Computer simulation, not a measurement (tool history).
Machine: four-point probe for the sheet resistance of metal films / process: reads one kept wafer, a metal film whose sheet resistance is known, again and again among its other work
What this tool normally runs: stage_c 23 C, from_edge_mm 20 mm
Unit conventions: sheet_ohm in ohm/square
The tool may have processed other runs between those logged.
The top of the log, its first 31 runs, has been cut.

{"run": 32, "hour": 701.1, "stage_c": 31, "from_edge_mm": 32, "sheet_ohm": 0.224888}
{"run": 33, "hour": 715.0, "stage_c": 23, "from_edge_mm": 30, "sheet_ohm": 0.22596}
{"run": 34, "hour": 739.5, "stage_c": 34, "from_edge_mm": 13, "sheet_ohm": 0.224717}
{"run": 35, "hour": 766.4, "stage_c": 19, "from_edge_mm": 9, "sheet_ohm": 0.227088}
{"run": 36, "hour": 787.0, "stage_c": 22, "from_edge_mm": 63, "sheet_ohm": 0.226072}
{"run": 37, "hour": 809.0, "stage_c": 23, "from_edge_mm": 22, "sheet_ohm": 0.226091}
{"run": 38, "hour": 825.9, "stage_c": 18, "from_edge_mm": 46, "sheet_ohm": 0.226688}
{"run": 39, "hour": 846.0, "stage_c": 26, "from_edge_mm": 15, "sheet_ohm": 0.225767}
{"run": 40, "hour": 860.3, "stage_c": 24, "from_edge_mm": 11, "sheet_ohm": 0.226216}
{"run": 41, "hour": 885.2, "stage_c": 29, "from_edge_mm": 20, "sheet_ohm": 0.225325}
{"run": 42, "hour": 912.0, "stage_c": 29, "from_edge_mm": 20, "sheet_ohm": 0.225344}

Run 43 comes next. What will it give?
{"run": 43, "hour": 930.4, "stage_c": 29, "from_edge_mm": 20, "sheet_ohm": "?"}

Run 43 measured sheet_ohm 0.225303 ohm/square.
Take away the tool's hidden state, keep the run-to-run variation as it was, and the same run would have given sheet_ohm 0.22452 ohm/square.

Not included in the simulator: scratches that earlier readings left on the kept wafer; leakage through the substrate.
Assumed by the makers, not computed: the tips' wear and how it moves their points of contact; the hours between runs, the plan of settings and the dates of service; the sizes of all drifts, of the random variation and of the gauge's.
